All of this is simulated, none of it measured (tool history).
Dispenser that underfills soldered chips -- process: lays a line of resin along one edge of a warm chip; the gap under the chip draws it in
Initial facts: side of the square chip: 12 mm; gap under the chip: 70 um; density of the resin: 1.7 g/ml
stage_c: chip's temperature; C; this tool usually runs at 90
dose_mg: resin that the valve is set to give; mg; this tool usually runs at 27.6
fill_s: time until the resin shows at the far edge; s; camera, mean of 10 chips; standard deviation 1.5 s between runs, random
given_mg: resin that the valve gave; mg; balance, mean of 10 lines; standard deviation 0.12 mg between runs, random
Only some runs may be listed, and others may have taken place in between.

| run | hour | stage_c | dose_mg | fill_s | given_mg |
|---|---|---|---|---|---|
| 1 | 0 | 90 | 27.6 | 164.2 | 25.48 |
| 2 | 5.7 | 90 | 27.6 | 214.4 | 25.34 |
| 3 | 12.2 | 90 | 27.6 | 310.1 | 25.17 |
|  | 14.8 | new syringe of resin |
| 4 | 21.3 | 90 | 30.3 | 220.4 | 27.59 |
|  | 30.1 | new syringe of resin |
| 5 | 32.6 | 82 | 27.6 | 241.2 | 24.96 |
| 6 | 38 | 82 | 27.6 | 320.1 | 25.01 |
|  | 45.2 | new syringe of resin |
| 7 | 47.4 | 87 | 27.6 | 200.3 | 24.7 |
| 8 | 59.2 | 87 | 27.6 | 370.9 | 24.52 |
|  | 60.3 | new syringe of resin |
| 9 | 64.4 | 87 | 27.6 | 221.4 | 24.46 |
|  | 66.1 | dispensing valve cleaned and set on the balance |
| 10 | 75.7 | 87 | 27.6 | 366.3 | 27.62 |
|  | 77 | new syringe of resin |
| 11 | 87.8 | 98 | 27.6 | 214.6 | 27.32 |
|  | 92.3 | new syringe of resin |
| 12 | 97.8 | 98 | 27.6 | 169.8 | 27.13 |
| 13 | 105.8 | 98 | 30.8 | 247.9 | 30.23 |
|  | 107.8 | new syringe of resin |
| 14 | 117.1 | 96 | 30.7 | 210.7 | 30.08 |
|  | 122.8 | new syringe of resin |
| 15 | 123.3 | 82 | 24.3 | 219 | 23.55 |
| 16 | 129.8 | 96 | 26.9 | 191.5 | 25.83 |
|  | 137.6 | new syringe of resin |
| 17 | 140.5 | 90 | 23.7 | 187.6 | 22.76 |
| 18 | 147.2 | 97 | 32.3 | 210.9 | 31.08 |
|  | 152.9 | new syringe of resin |
| 19 | 156.3 | 97 | 32.3 | 155.2 | 30.47 |
| 20 | 161.9 | 81 | 27.6 | 345.3 | 26.35 |
|  | 168 | new syringe of resin |
| 21 | 172.6 | 98 | 34 | 156.7 | 32.15 |
|  | 183 | new syringe of resin |
| 22 | 183 | 79 | 26.5 | 237.3 | 24.79 |

Some steps in fill_s, run to run, broken into two amounts with sign: the step expected even without the hidden condition (settings, incoming material, random variation), and the rest, left for the hidden condition together with whatever gauge scatter is not in both the measured and the hidden-condition-free result:
The hidden state here: resin's viscosity, % of fresh resin's; dose that the valve gives, % of what is set; true chip temperature over the reading, C; drift of the gauge itself on fill_s, %; drift of the gauge itself on given_mg, %.
Run 7 -> 8: nothing adjusted, nothing logged. fill_s +170.6 s: hidden state +170.1, all else +0.5.
Run 8 -> 9: new syringe of resin. fill_s -149.5 s: hidden state -148.4, all else -1.1.
Run 19 -> 20: stage_c 97 -> 81, dose_mg 32.3 -> 27.6. fill_s +190.1 s: hidden state +111.2, all else +78.9.
Run 20 -> 21: stage_c 81 -> 98, dose_mg 27.6 -> 34, new syringe of resin. fill_s -188.6 s: hidden state -103.7, all else -84.9.
